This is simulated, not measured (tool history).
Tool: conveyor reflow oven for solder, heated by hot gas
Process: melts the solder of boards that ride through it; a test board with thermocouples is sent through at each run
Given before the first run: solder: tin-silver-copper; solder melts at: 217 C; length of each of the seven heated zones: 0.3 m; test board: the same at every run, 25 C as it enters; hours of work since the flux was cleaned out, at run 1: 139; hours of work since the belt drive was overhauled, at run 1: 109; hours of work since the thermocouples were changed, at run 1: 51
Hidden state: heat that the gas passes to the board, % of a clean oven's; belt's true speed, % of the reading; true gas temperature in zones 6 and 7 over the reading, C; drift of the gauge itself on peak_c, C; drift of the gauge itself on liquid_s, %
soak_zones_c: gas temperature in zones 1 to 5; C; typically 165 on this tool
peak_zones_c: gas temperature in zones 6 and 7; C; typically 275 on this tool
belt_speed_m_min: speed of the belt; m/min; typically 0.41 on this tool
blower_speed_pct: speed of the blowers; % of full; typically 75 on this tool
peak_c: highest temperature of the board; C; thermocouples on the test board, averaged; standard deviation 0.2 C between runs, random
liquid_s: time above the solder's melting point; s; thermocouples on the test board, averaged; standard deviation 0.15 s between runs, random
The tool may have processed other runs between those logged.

run	hour	soak_zones_c	peak_zones_c	belt_speed_m_min	blower_speed_pct	hours of work since the flux was cleaned out	hours of work since the belt drive was overhauled	hours of work since the thermocouples were changed	peak_c	liquid_s
1	0	165	275	0.41	75	139	109	51	257.6	66.3
2	15.8	165	275	0.41	75	150	119	62	257.4	66.2
3	49.6	165	275	0.41	75	172	141	84	257	66.6
4	84.8	165	275	0.41	75	195	164	107	257.2	66.4
5	111.8	165	275	0.41	75	213	182	124	257.3	66.2
6	140.7	165	275	0.41	75	231	201	143	257	65.9
7	156.8	165	275	0.41	57	242	212	154	252.1	61.2
# hour 168.4: flux residue cleaned out of gas plates and filters
8	190.1	165	275	0.41	57	14	230	173	252.5	61.9
9	225	165	275	0.41	57	37	253	195	252.5	61.8
10	251	165	275	0.41	58	54	270	212	252.6	62.1
11	269.3	173	275	0.41	75	66	282	224	258.5	70.3
12	304.4	173	275	0.41	75	89	305	247	258.6	70.5
13	322.1	173	275	0.41	85	101	317	259	260.3	71.9
14	337.8	173	275	0.41	85	111	327	269	260.2	71.9
15	370	173	275	0.41	85	132	348	290	260	71.8
16	390.7	169	282	0.41	85	146	362	304	265.6	73.8
17	408.5	169	282	0.41	85	157	373	316	265.5	73.9
18	425.2	164	282	0.421	85	168	384	327	263.8	68.9
19	458.6	165	275	0.41	59	190	406	349	252.7	61.9
20	485.2	165	275	0.41	59	208	424	366	252.8	61.7
21	508.6	165	275	0.427	67	223	439	381	253.3	60.2
22	529.5	165	273	0.41	63	237	453	395	251.3	61.5
# hour 549.3: flux residue cleaned out of gas plates and filters
23	560.7	157	275	0.41	75	8	470	412	256.4	63.3
24	588.1	157	279	0.455	85	25	488	430	258.2	57.8
25	603	174	275	0.41	59	35	497	440	254.8	67.4
26	633	175	275	0.369	75	55	517	460	261.8	82.6
27	652.4	160	283	0.41	51	68	530	472	256.1	62.3
28	680.1	160	283	0.41	51	86	548	490	256	62.4
29	706	165	275	0.392	87	103	565	508	260.7	73.4
30	723.2	165	269	0.41	71	114	576	519	250.9	61.5

Here are 5 independent what-if runs from the current tool condition. What would each one return?
A	746.8	156	275	0.385	57	129	592	534	?	?
B	746.8	165	275	0.41	75	129	592	534	?	?
C	746.8	165	263	0.41	59	129	592	534	?	?
D	746.8	151	269	0.41	71	129	592	534	?	?
E	746.8	165	275	0.41	63	129	592	534	?	?

run	peak_c	liquid_s
A	252.9	63.3
B	256.8	66.6
C	242.8	52.5
D	248.6	54.6
E	254.4	63.4
What these runs would have given with no unlogged condition in the tool:
run	peak_c	liquid_s
A	254.5	64.3
B	258.6	67.3
C	244.4	53.8
D	250.3	55.9
E	256.1	64.3
